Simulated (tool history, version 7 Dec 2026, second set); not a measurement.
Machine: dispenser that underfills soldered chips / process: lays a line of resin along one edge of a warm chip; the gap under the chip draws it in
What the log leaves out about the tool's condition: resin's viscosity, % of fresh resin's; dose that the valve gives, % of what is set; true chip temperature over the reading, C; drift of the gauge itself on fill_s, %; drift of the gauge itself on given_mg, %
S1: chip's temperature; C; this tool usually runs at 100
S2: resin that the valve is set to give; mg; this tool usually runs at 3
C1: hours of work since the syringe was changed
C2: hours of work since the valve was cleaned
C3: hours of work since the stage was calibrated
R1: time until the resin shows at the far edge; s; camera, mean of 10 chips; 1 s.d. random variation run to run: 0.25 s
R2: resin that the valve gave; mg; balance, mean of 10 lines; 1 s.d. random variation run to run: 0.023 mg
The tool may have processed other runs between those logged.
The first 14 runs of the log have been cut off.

run   hour   S1    S2  C1   C2   C3    R1    R2
 15   52.1  100     3   5   90  128   9.3  2.72
 16     55  100     3   7   92  130  10.3  2.72
 17   57.8  100     3   9   95  132  11.6  2.74
        59  -- new syringe of resin
 18   61.9  100  3.11   2   97  135   8.7  2.81
 19   66.5  100  3.11   6  101  139    10  2.81
 20     71  110  3.21   9  104  142   8.8  2.88
      71.8  -- new syringe of resin
 21   73.9   95  2.54   2  106  144  10.5  2.29
 22   78.9  102  2.77   5  110  148   9.9  2.46
 23   82.6   87  2.76   8  113  151  17.7  2.41
      84.9  -- new syringe of resin
 24   85.7   86  3.56   1  115  153  11.9  3.15
 25   90.7  114  2.64   4  119  157   6.2  2.37
 26   95.2  115  3.18   8  122  160   6.9  2.79
      97.8  -- new syringe of resin
 27  100.3  115  3.18   2  126  164   5.3  2.77
 28  104.1  115  3.18   5  129  166   5.7  2.74
 29    107  115  3.18   7  131  169   6.5   2.8
 30  109.8  104  3.81   9  133  171   9.7  3.29
     110.9  -- new syringe of resin
 31  114.6  111  2.77   3  136  174   6.2  2.38
 32  119.5  111  2.77   6  140  178   7.8  2.36
     123.8  -- new syringe of resin
 33  124.3  111  2.77   0  144  181   5.5  2.38

The next listed run, before its measurement:
 34  126.9  100  3.84   2  146  183   ?   ?

R1: 8.4 s
R2: 3.27 mg
With the hidden condition absent and the run-to-run variation left alone, this run would have shown R1 7.6 s, R2 3.82 mg.

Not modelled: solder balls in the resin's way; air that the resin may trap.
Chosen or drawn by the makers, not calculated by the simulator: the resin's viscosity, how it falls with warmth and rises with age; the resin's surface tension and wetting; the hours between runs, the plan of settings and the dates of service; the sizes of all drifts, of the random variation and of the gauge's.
